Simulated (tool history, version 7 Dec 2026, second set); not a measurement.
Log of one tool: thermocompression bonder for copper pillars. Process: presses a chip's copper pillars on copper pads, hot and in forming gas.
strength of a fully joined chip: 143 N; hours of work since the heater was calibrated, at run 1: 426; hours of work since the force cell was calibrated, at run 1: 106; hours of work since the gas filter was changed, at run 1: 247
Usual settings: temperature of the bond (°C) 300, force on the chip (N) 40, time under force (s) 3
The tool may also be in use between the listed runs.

run,hour,temperature of the bond (°C),force on the chip (N),time under force (s),hours of work since the heater was calibrated,hours of work since the force cell was calibrated,hours of work since the gas filter was changed,force that shears a chip off (N)
1,0,300,40,3,426,106,247,77.9
# hour 4.9: forming gas filter changed
2,16.2,300,40,3,436,115,7,82.8
3,38.3,300,40,3,450,129,20,81.5
4,61.8,300,40,3,464,143,35,81.4
5,84.7,300,40,3,478,157,49,79.7
6,114.7,300,40,3,496,175,67,79.8
7,140.2,300,40,3,512,191,83,79
8,172.8,300,40,3,532,211,102,80.5
9,191.4,300,40,3,543,222,114,78.9
# hour 215.9: heater calibrated with a thermocouple chip
10,229.6,324,40,2,8,244,136,88.4
11,247.1,300,40,3,19,255,147,85.5
12,277.1,300,40,3,37,273,165,84.5
13,293.8,279,42,2,48,284,175,63
14,316.2,279,42,2,61,297,189,62
15,344.7,300,29,5,79,315,206,80.7
16,360,300,29,5,88,324,216,80.9
17,396.4,282,52,2,110,346,238,73.4
18,412.5,285,46,3,120,356,248,78.7

Hidden state at the last listed run before each entry between runs and at the first one after, where it differs:
Between runs 1 and 2: forming gas filter changed (hour 4.9)
  true temperature of the bond over the reading, C: -9.2 -> -9.3; force that reaches the chip, % of what is set: 99.1 -> 99; oxide that the forming gas leaves, % of the face: 5.44 -> 0.65
  measured less the result without the state, force that shears a chip off (N): -10.3 -> -6.7
Between runs 9 and 10: heater calibrated with a thermocouple chip (hour 215.9)
  true temperature of the bond over the reading, C: -11 -> -1.1; force that reaches the chip, % of what is set: 98.6 -> 98.5; oxide that the forming gas leaves, % of the face: 2.7 -> 3.09
  measured less the result without the state, force that shears a chip off (N): -9.6 -> -3.8
